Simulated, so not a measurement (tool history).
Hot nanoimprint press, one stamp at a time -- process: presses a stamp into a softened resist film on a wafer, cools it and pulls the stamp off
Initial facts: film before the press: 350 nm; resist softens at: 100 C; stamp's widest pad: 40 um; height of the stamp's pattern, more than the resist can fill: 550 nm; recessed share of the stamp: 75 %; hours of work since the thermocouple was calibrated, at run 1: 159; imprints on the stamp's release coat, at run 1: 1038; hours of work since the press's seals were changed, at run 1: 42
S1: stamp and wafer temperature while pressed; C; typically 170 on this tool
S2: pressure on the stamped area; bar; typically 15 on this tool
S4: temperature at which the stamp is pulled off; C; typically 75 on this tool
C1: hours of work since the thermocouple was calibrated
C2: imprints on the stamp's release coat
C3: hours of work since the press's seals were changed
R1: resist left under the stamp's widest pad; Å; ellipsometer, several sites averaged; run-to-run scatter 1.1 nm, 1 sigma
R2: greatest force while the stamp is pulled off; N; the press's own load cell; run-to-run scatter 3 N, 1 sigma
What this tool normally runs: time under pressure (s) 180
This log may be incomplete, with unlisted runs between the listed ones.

Run 1, hour 0: usual settings; C1 159; C2 1038; C3 42. Result: R1 1593 Å, R2 196 N.
Run 2, hour 10.2: usual settings; C1 164; C2 1067; C3 47. Result: R1 1587 Å, R2 189 N.
Run 3, hour 23.9: usual settings; C1 172; C2 1105; C3 54. Result: R1 1595 Å, R2 212 N.
Run 4, hour 38.3: usual settings but S2 22.9 bar; C1 179; C2 1146; C3 62. Result: R1 1350 Å, R2 203 N.
Run 5, hour 61.7: usual settings but S2 22.9 bar; C1 191; C2 1211; C3 74. Result: R1 1350 Å, R2 201 N.
Run 6, hour 75.6: usual settings but S2 22.9 bar; C1 199; C2 1250; C3 81. Result: R1 1349 Å, R2 212 N.
Run 7, hour 90: usual settings but S2 22.9 bar; C1 206; C2 1291; C3 89. Result: R1 1341 Å, R2 212 N.
Run 8, hour 109.2: usual settings but S2 22.9 bar; C1 216; C2 1345; C3 99. Result: R1 1345 Å, R2 220 N.
Run 9, hour 124.7: usual settings but S2 22.9 bar, S4 67 C; C1 224; C2 1389; C3 107. Result: R1 1359 Å, R2 258 N.
Run 10, hour 147.6: usual settings but S2 22.9 bar, S4 67 C; C1 236; C2 1453; C3 119. Result: R1 1340 Å, R2 262 N.
At hour 151.8: plate thermocouple calibrated.
Run 11, hour 173.8: usual settings but S2 22.9 bar, S4 67 C; C1 12; C2 1518; C3 131. Result: R1 1363 Å, R2 270 N.
Run 12, hour 187: usual settings but S2 22.9 bar, time under pressure (s) 329, S4 67 C; C1 18; C2 1555; C3 138. Result: R1 1064 Å, R2 283 N.
Run 13, hour 209.4: usual settings; C1 30; C2 1618; C3 150. Result: R1 1638 Å, R2 233 N.
Run 14, hour 224.9: usual settings; C1 38; C2 1662; C3 158. Result: R1 1651 Å, R2 239 N.
At hour 239: stamp cleaned and given a new release coat.
Run 15, hour 248.5: usual settings; C1 47; C2 27; C3 167. Result: R1 1642 Å, R2 153 N.
Run 16, hour 261.7: usual settings; C1 54; C2 64; C3 174. Result: R1 1645 Å, R2 153 N.
At hour 276: plate thermocouple calibrated, once more.
Run 17, hour 282.8: usual settings but time under pressure (s) 114, S4 65 C; C1 4; C2 115; C3 183. Result: R1 1896 Å, R2 192 N.
Run 18, hour 302.5: usual settings but S1 171 C, S2 21.8 bar, time under pressure (s) 151, S4 61 C; C1 14; C2 170; C3 194. Result: R1 1408 Å, R2 210 N.
Run 19, hour 324.4: usual settings but S1 182 C, S2 21.8 bar, time under pressure (s) 103, S4 73 C; C1 25; C2 232; C3 205. Result: R1 1134 Å, R2 170 N.
Run 20, hour 342: usual settings but S1 173 C, S2 11.7 bar, time under pressure (s) 143, S4 70 C; C1 34; C2 282; C3 214. Result: R1 1720 Å, R2 187 N.
Run 21, hour 363.8: usual settings but S1 159 C, S2 10.3 bar; C1 46; C2 343; C3 226. Result: R1 2534 Å, R2 155 N.
Run 22, hour 382.6: usual settings but S1 159 C, S2 14.4 bar, S4 60 C; C1 56; C2 396; C3 235. Result: R1 2341 Å, R2 221 N.
Run 23, hour 405.2: usual settings but S4 78 C; C1 67; C2 459; C3 247. Result: R1 1594 Å, R2 154 N.
Run 24, hour 426.3: usual settings but S4 65 C; C1 79; C2 519; C3 258. Result: R1 1615 Å, R2 211 N.
Run 25, hour 436.6: usual settings but S4 65 C; C1 84; C2 548; C3 264. Result: R1 1611 Å, R2 217 N.
Run 26, hour 459.1: usual settings but S4 65 C; C1 96; C2 611; C3 275. Result: R1 1599 Å, R2 225 N.
Run 27, hour 477: usual settings but S1 160 C, S2 14.3 bar, time under pressure (s) 264, S4 72 C; C1 105; C2 661; C3 285. Result: R1 2038 Å, R2 186 N.
Run 28, hour 496.1: usual settings but S1 160 C, S2 14.3 bar, time under pressure (s) 264, S4 72 C; C1 115; C2 715; C3 295. Result: R1 2035 Å, R2 191 N.
Run 29, hour 510.3: usual settings but S1 175 C, S2 16.6 bar, time under pressure (s) 261, S4 81 C; C1 122; C2 755; C3 302. Result: R1 1098 Å, R2 155 N.

Here are 3 independent what-if runs from the current tool condition. What would each one return?
Run A, hour 528.1: usual settings but S2 9.2 bar; C1 132; C2 805; C3 311. Result: R1 ?, R2 ?.
Run B, hour 528.1: usual settings but S1 163 C; C1 132; C2 805; C3 311. Result: R1 ?, R2 ?.
Run C, hour 528.1: usual settings but S1 175 C, S2 16.6 bar, time under pressure (s) 261, S4 82 C; C1 132; C2 805; C3 311. Result: R1 ?, R2 ?.

run    R1   R2
  A  1928  188
  B  2047  185
  C  1097  151
Stripped of hidden state, with their random variation kept, the same runs would have yielded:
run    R1   R2
  A  1895  146
  B  2008  143
  C  1072  117
